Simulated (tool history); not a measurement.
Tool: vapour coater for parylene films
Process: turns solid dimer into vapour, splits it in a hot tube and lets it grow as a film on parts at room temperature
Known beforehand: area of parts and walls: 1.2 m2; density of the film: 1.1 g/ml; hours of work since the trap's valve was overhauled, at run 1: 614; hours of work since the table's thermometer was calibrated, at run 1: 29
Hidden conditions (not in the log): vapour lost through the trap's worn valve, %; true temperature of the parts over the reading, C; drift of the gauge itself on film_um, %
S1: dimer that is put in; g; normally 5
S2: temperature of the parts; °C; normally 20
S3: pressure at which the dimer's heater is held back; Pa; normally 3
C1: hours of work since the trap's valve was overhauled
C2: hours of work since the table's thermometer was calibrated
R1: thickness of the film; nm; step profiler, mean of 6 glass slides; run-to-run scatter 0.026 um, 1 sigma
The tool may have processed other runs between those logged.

Run 1, hour 0: usual settings; C1 614; C2 29. Result: R1 1760 nm.
Run 2, hour 20.5: usual settings; C1 624; C2 39. Result: R1 1770 nm.
Run 3, hour 33.6: usual settings; C1 631; C2 46. Result: R1 1820 nm.
Run 4, hour 47.1: usual settings; C1 638; C2 53. Result: R1 1780 nm.
Run 5, hour 60.4: usual settings; C1 645; C2 60. Result: R1 1790 nm.
At hour 70.5: trap's valve overhauled.
Run 6, hour 73.9: usual settings; C1 2; C2 65. Result: R1 2130 nm.
Run 7, hour 92: usual settings; C1 11; C2 74. Result: R1 2060 nm.
Run 8, hour 108.2: usual settings but S2 14 °C; C1 20; C2 83. Result: R1 2750 nm.
Run 9, hour 130: usual settings; C1 31; C2 94. Result: R1 2100 nm.
Run 10, hour 144.2: usual settings; C1 38; C2 101. Result: R1 2110 nm.
Run 11, hour 155.6: usual settings; C1 44; C2 107. Result: R1 2070 nm.
Run 12, hour 177.1: usual settings; C1 55; C2 118. Result: R1 2090 nm.
Run 13, hour 187.2: usual settings; C1 60; C2 124. Result: R1 2070 nm.
Run 14, hour 200.1: usual settings; C1 67; C2 130. Result: R1 2080 nm.
Run 15, hour 217.5: usual settings; C1 76; C2 139. Result: R1 2020 nm.
Run 16, hour 231.4: usual settings; C1 83; C2 146. Result: R1 2060 nm.
Run 17, hour 251.4: usual settings but S3 11.63 Pa; C1 94; C2 157. Result: R1 1470 nm.
Run 18, hour 266.9: usual settings but S3 11.63 Pa; C1 102; C2 165. Result: R1 1530 nm.
Run 19, hour 284.6: usual settings but S3 11.63 Pa; C1 111; C2 174. Result: R1 1530 nm.
Run 20, hour 300: usual settings but S3 11.63 Pa; C1 119; C2 182. Result: R1 1540 nm.
Run 21, hour 317.4: usual settings but S3 11.63 Pa; C1 128; C2 191. Result: R1 1500 nm.
Run 22, hour 327.6: usual settings but S1 3 g; C1 133; C2 196. Result: R1 1220 nm.
Run 23, hour 345.8: usual settings but S1 4 g, S2 14 °C; C1 143; C2 206. Result: R1 2130 nm.
Run 24, hour 360.6: usual settings but S1 9 g, S2 14 °C, S3 8.37 Pa; C1 150; C2 213. Result: R1 3800 nm.
Run 25, hour 374.3: usual settings but S1 9 g, S2 14 °C, S3 8.37 Pa; C1 157; C2 220. Result: R1 3760 nm.
Run 26, hour 392.6: usual settings but S1 3 g, S2 25 °C, S3 3.35 Pa; C1 167; C2 230. Result: R1 940 nm.
Run 27, hour 401.7: usual settings but S1 6 g, S2 15 °C, S3 8.68 Pa; C1 171; C2 235. Result: R1 2410 nm.
Run 28, hour 423.4: usual settings but S1 6 g, S2 15 °C, S3 8.68 Pa; C1 183; C2 246. Result: R1 2370 nm.
Run 29, hour 445.3: usual settings but S1 6 g, S2 15 °C, S3 8.68 Pa; C1 194; C2 257. Result: R1 2330 nm.
Run 30, hour 466.7: usual settings but S1 3 g, S2 14 °C, S3 2.58 Pa; C1 205; C2 268. Result: R1 1580 nm.
Run 31, hour 483.4: usual settings but S1 3 g, S3 7.86 Pa; C1 214; C2 277. Result: R1 990 nm.
Run 32, hour 498.6: usual settings but S1 3 g, S2 15 °C, S3 7.86 Pa; C1 222; C2 285. Result: R1 1210 nm.
Run 33, hour 509.8: usual settings but S1 8 g, S2 24 °C, S3 7.86 Pa; C1 227; C2 291. Result: R1 2160 nm.
Run 34, hour 531.4: usual settings but S1 2 g, S2 13 °C, S3 2.15 Pa; C1 239; C2 302. Result: R1 1170 nm.
Run 35, hour 552.3: usual settings but S1 6 g, S2 13 °C, S3 6.18 Pa; C1 249; C2 313. Result: R1 2680 nm.
Run 36, hour 567.1: usual settings but S2 12 °C, S3 9.57 Pa; C1 257; C2 320. Result: R1 2170 nm.
Run 37, hour 588.1: usual settings but S2 19 °C, S3 10.37 Pa; C1 268; C2 331. Result: R1 1550 nm.
Run 38, hour 608.1: usual settings but S1 7 g, S2 27 °C, S3 8.8 Pa; C1 278; C2 342. Result: R1 1580 nm.
Run 39, hour 624.2: usual settings but S1 3 g, S2 28 °C, S3 3.3 Pa; C1 287; C2 350. Result: R1 860 nm.
Run 40, hour 645.7: usual settings but S1 8 g, S2 14 °C, S3 5.76 Pa; C1 298; C2 361. Result: R1 3510 nm.
Run 41, hour 660.4: usual settings but S1 4 g, S2 18 °C, S3 5.29 Pa; C1 305; C2 369. Result: R1 1500 nm.
Run 42, hour 673: usual settings but S1 4 g, S2 18 °C, S3 5.29 Pa; C1 312; C2 375. Result: R1 1500 nm.
Run 43, hour 691: usual settings but S1 4 g, S2 18 °C, S3 5.29 Pa; C1 321; C2 384. Result: R1 1490 nm.

Hidden condition of the tool, last listed run before each entry between runs versus first listed run after:
Runs 5 to 6: trap's valve overhauled (hour 70.5)
  vapour lost through the trap's worn valve, %: 15.1 -> 0.3
  measured less the result without the state, R1: -320 -> -10 nm
